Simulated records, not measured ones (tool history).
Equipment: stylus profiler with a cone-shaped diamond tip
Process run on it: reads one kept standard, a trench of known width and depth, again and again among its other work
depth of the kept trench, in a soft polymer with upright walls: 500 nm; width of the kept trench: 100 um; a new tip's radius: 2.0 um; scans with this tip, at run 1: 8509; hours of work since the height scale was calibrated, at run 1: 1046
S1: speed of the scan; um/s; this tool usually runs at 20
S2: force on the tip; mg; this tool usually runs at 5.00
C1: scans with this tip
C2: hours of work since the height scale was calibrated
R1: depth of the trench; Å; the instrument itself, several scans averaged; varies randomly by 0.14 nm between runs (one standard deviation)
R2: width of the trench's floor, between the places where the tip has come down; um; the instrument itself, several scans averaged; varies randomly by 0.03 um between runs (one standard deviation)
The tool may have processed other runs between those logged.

| run | hour | S1 | S2 | C1 | C2 | R1 | R2 |
|---|---|---|---|---|---|---|---|
| 1 | 0.0 | 20 | 5.00 | 8509 | 1046 | 5115.4 | 96.51 |
| 2 | 54.7 | 6 | 5.00 | 8770 | 1078 | 5114.1 | 96.53 |
| 3 | 140.3 | 20 | 5.00 | 9178 | 1128 | 5112.7 | 96.43 |
| 4 | 192.3 | 20 | 5.00 | 9426 | 1159 | 5115.5 | 96.41 |
| 5 | 258.2 | 20 | 5.00 | 9741 | 1197 | 5112.3 | 96.40 |
| 6 | 326.3 | 20 | 5.00 | 10065 | 1237 | 5113.4 | 96.37 |
| 7 | 394.8 | 20 | 4.59 | 10392 | 1277 | 5102.7 | 96.36 |
| 8 | 466.5 | 8 | 5.00 | 10734 | 1319 | 5111.2 | 96.41 |
| 9 | 572.4 | 8 | 5.00 | 11239 | 1381 | 5110.3 | 96.38 |
| 10 | 627.1 | 8 | 5.00 | 11500 | 1414 | 5109.9 | 96.32 |
| 11 | 693.9 | 8 | 5.00 | 11818 | 1453 | 5108.6 | 96.28 |
| 12 | 751.4 | 8 | 5.00 | 12093 | 1486 | 5108.7 | 96.28 |
| 13 | 814.9 | 22 | 5.00 | 12395 | 1524 | 5105.9 | 96.22 |
| 14 | 913.0 | 22 | 5.00 | 12863 | 1581 | 5107.1 | 96.19 |
| 15 | 960.2 | 32 | 5.94 | 13088 | 1609 | 5121.8 | 96.13 |
| 16 | 1030.2 | 32 | 5.94 | 13422 | 1650 | 5118.0 | 96.08 |
|  | 1036.9 | height scale calibrated on a step standard |
| 17 | 1098.3 | 20 | 2.40 | 13744 | 36 | 5044.0 | 96.07 |
| 18 | 1168.2 | 20 | 2.40 | 14078 | 77 | 5044.5 | 95.97 |
|  | 1240.5 | height scale calibrated on a step standard, once more |
| 19 | 1251.3 | 50 | 3.85 | 14472 | 6 | 5115.7 | 95.89 |
| 20 | 1331.3 | 64 | 10.63 | 14853 | 53 | 5226.5 | 95.89 |
| 21 | 1385.5 | 61 | 5.49 | 15112 | 85 | 5147.1 | 95.90 |
| 22 | 1491.5 | 30 | 7.30 | 15617 | 147 | 5175.2 | 95.99 |
| 23 | 1538.9 | 28 | 7.20 | 15844 | 175 | 5173.1 | 95.95 |
| 24 | 1601.9 | 7 | 5.91 | 16144 | 212 | 5150.2 | 96.01 |
| 25 | 1660.6 | 14 | 4.30 | 16424 | 246 | 5119.2 | 95.93 |

The same runs without the tool's hidden state, with the same run-to-run variation:
The tool's hidden condition here consists of: radius of the tip, um; height scale over the true one, %; drift of the gauge itself on depth_nm, %; drift of the gauge itself on floor_um, %.
| run | R1 | R2 |
|---|---|---|
| 1 | 5135.9 | 97.29 |
| 2 | 5135.4 | 97.33 |
| 3 | 5134.9 | 97.26 |
| 4 | 5138.3 | 97.25 |
| 5 | 5135.7 | 97.28 |
| 6 | 5137.6 | 97.27 |
| 7 | 5127.5 | 97.29 |
| 8 | 5136.9 | 97.36 |
| 9 | 5137.1 | 97.37 |
| 10 | 5137.3 | 97.32 |
| 11 | 5136.7 | 97.31 |
| 12 | 5137.5 | 97.34 |
| 13 | 5135.3 | 97.30 |
| 14 | 5137.6 | 97.30 |
| 15 | 5152.9 | 97.25 |
| 16 | 5149.8 | 97.23 |
| 17 | 5084.8 | 97.24 |
| 18 | 5086.1 | 97.16 |
| 19 | 5114.5 | 97.11 |
| 20 | 5226.0 | 97.14 |
| 21 | 5147.2 | 97.16 |
| 22 | 5176.5 | 97.29 |
| 23 | 5174.9 | 97.26 |
| 24 | 5152.7 | 97.35 |
| 25 | 5122.3 | 97.28 |

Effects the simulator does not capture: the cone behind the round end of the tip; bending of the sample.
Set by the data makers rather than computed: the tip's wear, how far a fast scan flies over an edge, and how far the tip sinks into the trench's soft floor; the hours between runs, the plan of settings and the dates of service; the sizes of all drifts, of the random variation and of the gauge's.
